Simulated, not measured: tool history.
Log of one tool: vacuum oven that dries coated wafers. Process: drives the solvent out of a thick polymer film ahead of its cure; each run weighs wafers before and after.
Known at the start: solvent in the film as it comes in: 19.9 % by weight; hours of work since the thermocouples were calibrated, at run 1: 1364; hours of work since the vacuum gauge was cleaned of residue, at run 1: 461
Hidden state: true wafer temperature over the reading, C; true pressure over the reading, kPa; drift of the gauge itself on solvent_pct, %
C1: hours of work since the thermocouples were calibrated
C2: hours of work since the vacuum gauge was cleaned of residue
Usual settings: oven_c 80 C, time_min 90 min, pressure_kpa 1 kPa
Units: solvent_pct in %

{"run": 1, "hour": 0.0, "oven_c": 80, "time_min": 90, "pressure_kpa": 1, "C1": 1364, "C2": 461, "solvent_pct": 1.35}
{"run": 2, "hour": 44.1, "oven_c": 80, "time_min": 70, "pressure_kpa": 1, "C1": 1385, "C2": 482, "solvent_pct": 1.9}
{"run": 3, "hour": 83.8, "oven_c": 80, "time_min": 90, "pressure_kpa": 1, "C1": 1404, "C2": 502, "solvent_pct": 1.35}
{"run": 4, "hour": 125.0, "oven_c": 80, "time_min": 90, "pressure_kpa": 1, "C1": 1425, "C2": 522, "solvent_pct": 1.33}
{"run": 5, "hour": 147.1, "oven_c": 80, "time_min": 90, "pressure_kpa": 1, "C1": 1435, "C2": 533, "solvent_pct": 1.22}
{"run": 6, "hour": 184.4, "oven_c": 80, "time_min": 90, "pressure_kpa": 1, "C1": 1454, "C2": 551, "solvent_pct": 1.21}
{"run": 7, "hour": 206.3, "oven_c": 80, "time_min": 90, "pressure_kpa": 1, "C1": 1464, "C2": 562, "solvent_pct": 1.33}
{"run": 8, "hour": 242.2, "oven_c": 80, "time_min": 90, "pressure_kpa": 1, "C1": 1482, "C2": 579, "solvent_pct": 1.37}
{"run": 9, "hour": 276.1, "oven_c": 80, "time_min": 90, "pressure_kpa": 1, "C1": 1498, "C2": 596, "solvent_pct": 1.3}
{"run": 10, "hour": 320.1, "oven_c": 66, "time_min": 90, "pressure_kpa": 1, "C1": 1520, "C2": 617, "solvent_pct": 4.55}
{"run": 11, "hour": 339.6, "oven_c": 66, "time_min": 90, "pressure_kpa": 1, "C1": 1530, "C2": 627, "solvent_pct": 4.47}
{"run": 12, "hour": 377.6, "oven_c": 80, "time_min": 84, "pressure_kpa": 1, "C1": 1548, "C2": 645, "solvent_pct": 1.34}
{"run": 13, "hour": 416.7, "oven_c": 80, "time_min": 84, "pressure_kpa": 1, "C1": 1567, "C2": 665, "solvent_pct": 1.36}
{"run": 14, "hour": 434.7, "oven_c": 80, "time_min": 90, "pressure_kpa": 1, "C1": 1576, "C2": 673, "solvent_pct": 1.19}
{"run": 15, "hour": 467.7, "oven_c": 77, "time_min": 90, "pressure_kpa": 1, "C1": 1592, "C2": 690, "solvent_pct": 1.77}
{"run": 16, "hour": 489.8, "oven_c": 80, "time_min": 62, "pressure_kpa": 1, "C1": 1603, "C2": 700, "solvent_pct": 2.22}
{"run": 17, "hour": 516.4, "oven_c": 73, "time_min": 62, "pressure_kpa": 1, "C1": 1616, "C2": 713, "solvent_pct": 4.03}
{"run": 18, "hour": 548.7, "oven_c": 80, "time_min": 90, "pressure_kpa": 1, "C1": 1632, "C2": 729, "solvent_pct": 1.21}
{"run": 19, "hour": 572.8, "oven_c": 80, "time_min": 90, "pressure_kpa": 1, "C1": 1644, "C2": 741, "solvent_pct": 1.29}
{"run": 20, "hour": 600.6, "oven_c": 80, "time_min": 105, "pressure_kpa": 1, "C1": 1657, "C2": 755, "solvent_pct": 1.11}
{"run": 21, "hour": 643.0, "oven_c": 80, "time_min": 105, "pressure_kpa": 1, "C1": 1678, "C2": 775, "solvent_pct": 1.07}
{"run": 22, "hour": 673.6, "oven_c": 80, "time_min": 90, "pressure_kpa": 1, "C1": 1693, "C2": 790, "solvent_pct": 1.28}
{"run": 23, "hour": 692.4, "oven_c": 80, "time_min": 90, "pressure_kpa": 1, "C1": 1702, "C2": 799, "solvent_pct": 1.27}
{"run": 24, "hour": 723.2, "oven_c": 80, "time_min": 90, "pressure_kpa": 1, "C1": 1717, "C2": 814, "solvent_pct": 1.35}
{"run": 25, "hour": 752.2, "oven_c": 83, "time_min": 67, "pressure_kpa": 2.58, "C1": 1731, "C2": 829, "solvent_pct": 2.27}
{"hour": 776.6, "done": "oven's thermocouples calibrated"}
{"run": 26, "hour": 787.0, "oven_c": 80, "time_min": 54, "pressure_kpa": 1, "C1": 5, "C2": 845, "solvent_pct": 3.24}
{"run": 27, "hour": 807.1, "oven_c": 70, "time_min": 85, "pressure_kpa": 1, "C1": 15, "C2": 854, "solvent_pct": 4.23}
{"run": 28, "hour": 849.5, "oven_c": 79, "time_min": 90, "pressure_kpa": 1, "C1": 36, "C2": 875, "solvent_pct": 1.8}
{"run": 29, "hour": 876.9, "oven_c": 71, "time_min": 47, "pressure_kpa": 2.82, "C1": 49, "C2": 889, "solvent_pct": 8.51}
{"run": 30, "hour": 895.2, "oven_c": 83, "time_min": 47, "pressure_kpa": 2.82, "C1": 58, "C2": 898, "solvent_pct": 4.21}
{"run": 31, "hour": 919.5, "oven_c": 83, "time_min": 47, "pressure_kpa": 2.82, "C1": 70, "C2": 909, "solvent_pct": 4.09}
{"run": 32, "hour": 964.0, "oven_c": 83, "time_min": 47, "pressure_kpa": 2.82, "C1": 92, "C2": 931, "solvent_pct": 4.08}
{"run": 33, "hour": 983.5, "oven_c": 72, "time_min": 67, "pressure_kpa": 0.75, "C1": 101, "C2": 941, "solvent_pct": 4.53}
{"run": 34, "hour": 1005.4, "oven_c": 80, "time_min": 122, "pressure_kpa": 0.75, "C1": 112, "C2": 951, "solvent_pct": 1.09}
{"run": 35, "hour": 1048.1, "oven_c": 67, "time_min": 49, "pressure_kpa": 1.73, "C1": 133, "C2": 972, "solvent_pct": 8.65}
{"run": 36, "hour": 1086.5, "oven_c": 67, "time_min": 49, "pressure_kpa": 1.73, "C1": 152, "C2": 991, "solvent_pct": 8.93}
{"run": 37, "hour": 1120.7, "oven_c": 68, "time_min": 90, "pressure_kpa": 1.71, "C1": 168, "C2": 1008, "solvent_pct": 5.28}
{"run": 38, "hour": 1140.3, "oven_c": 82, "time_min": 90, "pressure_kpa": 0.84, "C1": 178, "C2": 1017, "solvent_pct": 1.23}
{"run": 39, "hour": 1163.5, "oven_c": 82, "time_min": 90, "pressure_kpa": 0.84, "C1": 189, "C2": 1029, "solvent_pct": 1.27}
{"run": 40, "hour": 1195.1, "oven_c": 82, "time_min": 90, "pressure_kpa": 0.84, "C1": 205, "C2": 1044, "solvent_pct": 1.27}
{"run": 41, "hour": 1234.3, "oven_c": 74, "time_min": 135, "pressure_kpa": 2.56, "C1": 224, "C2": 1063, "solvent_pct": 3.17}
{"run": 42, "hour": 1260.2, "oven_c": 80, "time_min": 55, "pressure_kpa": 1.06, "C1": 236, "C2": 1076, "solvent_pct": 3.11}
{"run": 43, "hour": 1285.7, "oven_c": 80, "time_min": 55, "pressure_kpa": 1.06, "C1": 249, "C2": 1089, "solvent_pct": 3.15}
{"run": 44, "hour": 1312.7, "oven_c": 67, "time_min": 149, "pressure_kpa": 2.54, "C1": 262, "C2": 1102, "solvent_pct": 4.71}
{"run": 45, "hour": 1338.0, "oven_c": 67, "time_min": 149, "pressure_kpa": 2.54, "C1": 274, "C2": 1114, "solvent_pct": 4.74}
{"run": 46, "hour": 1371.4, "oven_c": 67, "time_min": 149, "pressure_kpa": 2.54, "C1": 291, "C2": 1130, "solvent_pct": 4.71}
{"run": 47, "hour": 1413.0, "oven_c": 67, "time_min": 149, "pressure_kpa": 2.54, "C1": 311, "C2": 1151, "solvent_pct": 4.73}

Forecast each of these 3 alternatives for the next run:
{"run": "A", "hour": 1439.9, "oven_c": 87, "time_min": 90, "pressure_kpa": 2.8, "C1": 324, "C2": 1164, "solvent_pct": "?"}
{"run": "B", "hour": 1439.9, "oven_c": 67, "time_min": 66, "pressure_kpa": 0.87, "C1": 324, "C2": 1164, "solvent_pct": "?"}
{"run": "C", "hour": 1439.9, "oven_c": 80, "time_min": 90, "pressure_kpa": 2.36, "C1": 324, "C2": 1164, "solvent_pct": "?"}

run=A solvent_pct=1.82
run=B solvent_pct=6.36
run=C solvent_pct=2.48
Without the tool's hidden state the same runs would have given:
run=A solvent_pct=1.71
run=B solvent_pct=6.44
run=C solvent_pct=2.41

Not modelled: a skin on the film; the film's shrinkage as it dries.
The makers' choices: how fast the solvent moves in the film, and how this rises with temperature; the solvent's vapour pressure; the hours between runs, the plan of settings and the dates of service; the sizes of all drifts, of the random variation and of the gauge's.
